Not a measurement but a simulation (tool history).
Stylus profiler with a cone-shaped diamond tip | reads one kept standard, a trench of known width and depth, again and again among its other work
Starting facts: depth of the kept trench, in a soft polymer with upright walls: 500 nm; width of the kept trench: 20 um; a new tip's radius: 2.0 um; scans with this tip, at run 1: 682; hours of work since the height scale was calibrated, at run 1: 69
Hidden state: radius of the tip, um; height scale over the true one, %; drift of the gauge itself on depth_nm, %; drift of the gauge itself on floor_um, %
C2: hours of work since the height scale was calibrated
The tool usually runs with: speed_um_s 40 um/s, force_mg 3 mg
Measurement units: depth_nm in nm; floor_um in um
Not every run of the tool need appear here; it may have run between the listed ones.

Run 1, hour 0: usual settings; scans with this tip 682; C2 69. Result: depth_nm 503.96 nm, floor_um 17.03 um.
Run 2, hour 19.4: usual settings but force_mg 4.4 mg; scans with this tip 828; C2 84. Result: depth_nm 504.81 nm, floor_um 17.06 um.
Run 3, hour 36.5: usual settings but force_mg 4.4 mg; scans with this tip 956; C2 97. Result: depth_nm 504.8 nm, floor_um 17.05 um.
Run 4, hour 48.2: usual settings but force_mg 4.4 mg; scans with this tip 1044; C2 106. Result: depth_nm 504.83 nm, floor_um 17.06 um.
Run 5, hour 63: usual settings; scans with this tip 1155; C2 117. Result: depth_nm 503.78 nm, floor_um 16.97 um.
Run 6, hour 76.2: usual settings but force_mg 2.94 mg; scans with this tip 1254; C2 127. Result: depth_nm 503.61 nm, floor_um 17 um.
Run 7, hour 92: usual settings but force_mg 2.94 mg; scans with this tip 1372; C2 139. Result: depth_nm 503.6 nm, floor_um 16.99 um.
Run 8, hour 112.2: usual settings but force_mg 2.94 mg; scans with this tip 1525; C2 155. Result: depth_nm 503.48 nm, floor_um 16.97 um.
Run 9, hour 131.6: usual settings but force_mg 2.94 mg; scans with this tip 1670; C2 169. Result: depth_nm 503.69 nm, floor_um 16.97 um.
Run 10, hour 149.5: usual settings but force_mg 2.94 mg; scans with this tip 1804; C2 183. Result: depth_nm 503.39 nm, floor_um 17 um.
Run 11, hour 161.8: usual settings but force_mg 2.94 mg; scans with this tip 1897; C2 193. Result: depth_nm 503.61 nm, floor_um 16.93 um.
Run 12, hour 183.5: usual settings but force_mg 2.94 mg; scans with this tip 2060; C2 209. Result: depth_nm 503.7 nm, floor_um 16.95 um.
Run 13, hour 195.5: usual settings but force_mg 2.94 mg; scans with this tip 2149; C2 218. Result: depth_nm 503.41 nm, floor_um 16.87 um.
Run 14, hour 211.5: usual settings but force_mg 1.18 mg; scans with this tip 2270; C2 230. Result: depth_nm 501.65 nm, floor_um 16.84 um.
Run 15, hour 227.1: usual settings but force_mg 1.18 mg; scans with this tip 2386; C2 242. Result: depth_nm 501.66 nm, floor_um 16.75 um.
Run 16, hour 238.3: usual settings but speed_um_s 20 um/s, force_mg 2.03 mg; scans with this tip 2470; C2 251. Result: depth_nm 502.62 nm, floor_um 16.97 um.
Run 17, hour 252.8: usual settings but speed_um_s 20 um/s, force_mg 2.03 mg; scans with this tip 2579; C2 262. Result: depth_nm 502.62 nm, floor_um 16.96 um.
Run 18, hour 266.6: usual settings but speed_um_s 22 um/s, force_mg 1.45 mg; scans with this tip 2683; C2 272. Result: depth_nm 501.98 nm, floor_um 16.89 um.
Run 19, hour 280.7: usual settings but speed_um_s 22 um/s, force_mg 1.45 mg; scans with this tip 2789; C2 283. Result: depth_nm 501.8 nm, floor_um 16.94 um.

For run 20, what comes out?
Run 20, hour 300.6: usual settings but speed_um_s 48 um/s, force_mg 1.45 mg; scans with this tip 2938; C2 298. Result: depth_nm ?, floor_um ?.

{"run 20": {"depth_nm": 501.94, "floor_um": 16.67}}
Were there no unlogged condition in the tool, this run, its random variation unchanged, would have produced depth_nm 502.45 nm, floor_um 16.99 um.

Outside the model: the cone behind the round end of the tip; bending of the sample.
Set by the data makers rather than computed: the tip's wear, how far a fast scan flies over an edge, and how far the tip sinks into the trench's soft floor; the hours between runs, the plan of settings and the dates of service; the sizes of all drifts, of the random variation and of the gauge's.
